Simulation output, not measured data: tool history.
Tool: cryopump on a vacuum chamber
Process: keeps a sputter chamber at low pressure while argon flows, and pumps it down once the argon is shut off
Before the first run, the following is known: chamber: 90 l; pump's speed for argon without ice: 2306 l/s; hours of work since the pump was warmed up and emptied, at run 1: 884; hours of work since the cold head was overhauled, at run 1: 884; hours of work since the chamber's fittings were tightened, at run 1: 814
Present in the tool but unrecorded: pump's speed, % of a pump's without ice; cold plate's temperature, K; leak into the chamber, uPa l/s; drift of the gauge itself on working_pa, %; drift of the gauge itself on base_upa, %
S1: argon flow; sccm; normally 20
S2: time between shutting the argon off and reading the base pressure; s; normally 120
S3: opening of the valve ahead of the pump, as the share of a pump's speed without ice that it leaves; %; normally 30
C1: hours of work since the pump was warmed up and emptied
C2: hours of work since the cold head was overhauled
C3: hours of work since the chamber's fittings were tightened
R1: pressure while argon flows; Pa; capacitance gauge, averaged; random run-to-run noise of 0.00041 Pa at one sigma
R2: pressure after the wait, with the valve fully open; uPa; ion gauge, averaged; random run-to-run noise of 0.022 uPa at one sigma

run    hour  S1   S2  S3   C1    C2    C3      R1    R2
  1     0.0  20  120  30  884   884   814  0.0519  0.88
  2    64.0  20  120  30  923   923   853  0.0526  0.93
      109.6  -- pump warmed up, emptied and cooled again
  3   129.3  20  118  30   12   960   890  0.0487  0.85
  4   167.9  20  167  30   36   984   914  0.0496  0.72
  5   207.8  20  167  30   60  1008   938  0.0484  0.75
  6   266.4  20  167  30   96  1044   974  0.0497  0.80
  7   316.2  23  167  30  127  1075  1005  0.0568  0.78
  8   375.4  20  120  30  163  1111  1041  0.0491  0.91
  9   434.4  23  120  30  199  1147  1077  0.0577  0.91
 10   477.3  23  120  30  225  1174  1103  0.0563  0.97
 11   519.4  23  120  30  251  1199  1129  0.0569  0.94
 12   572.6  20  120  20  284  1232  1162  0.0742  0.98
 13   602.8  20  252  30  302  1251  1180  0.0497  0.73
 14   636.7  20  252  30  323  1271  1201  0.0504  0.70
 15   668.4  20  252  30  343  1291  1221  0.0507  0.71
 16   732.5  18  170  26  382  1330  1260  0.0520  0.85
 17   794.4  19  141  37  420  1368  1298  0.0389  1.01
 18   820.9  19  141  37  436  1384  1314  0.0392  0.95
 19   879.3  19  141  37  472  1420  1350  0.0394  0.99
 20   935.7  24   82  57  507  1455  1385  0.0332  1.27
 21   982.8  32  201  49  536  1484  1413  0.0511  0.86
 22  1023.2  32  201  49  560  1508  1438  0.0512  0.86
 23  1079.6  32  115  18  595  1543  1473  0.1346  1.15
 24  1137.5  32  115  24  630  1579  1508  0.1026  1.11
 25  1193.4  10   30  18  665  1613  1543  0.0426  2.50
 26  1251.4  10   30  18  700  1648  1578  0.0423  2.53
 27  1288.1  14   21  29  723  1671  1601  0.0377  3.32
 28  1338.7  14   21  29  754  1702  1632  0.0373  3.32
 29  1365.3  14   21  29  770  1718  1648  0.0385  3.37

Alternative continuations, all from the tool just after run 29; predict every row:
  A  1416.5  20   29  30  802  1750  1679   ?   ?
  B  1416.5  20  120  18  802  1750  1679   ?   ?
  C  1416.5  10   60  19  802  1750  1679   ?   ?
  D  1416.5  13  105  20  802  1750  1679   ?   ?
  E  1416.5  14   21  27  802  1750  1679   ?   ?

run      R1    R2
  A  0.0527  2.58
  B  0.0843  1.16
  C  0.0402  1.66
  D  0.0487  1.22
  E  0.0405  3.33
Take away the tool's hidden state, keep each run's random variation, and the runs would have read:
run      R1    R2
  A  0.0493  1.99
  B  0.0810  0.58
  C  0.0386  1.08
  D  0.0465  0.64
  E  0.0382  2.74
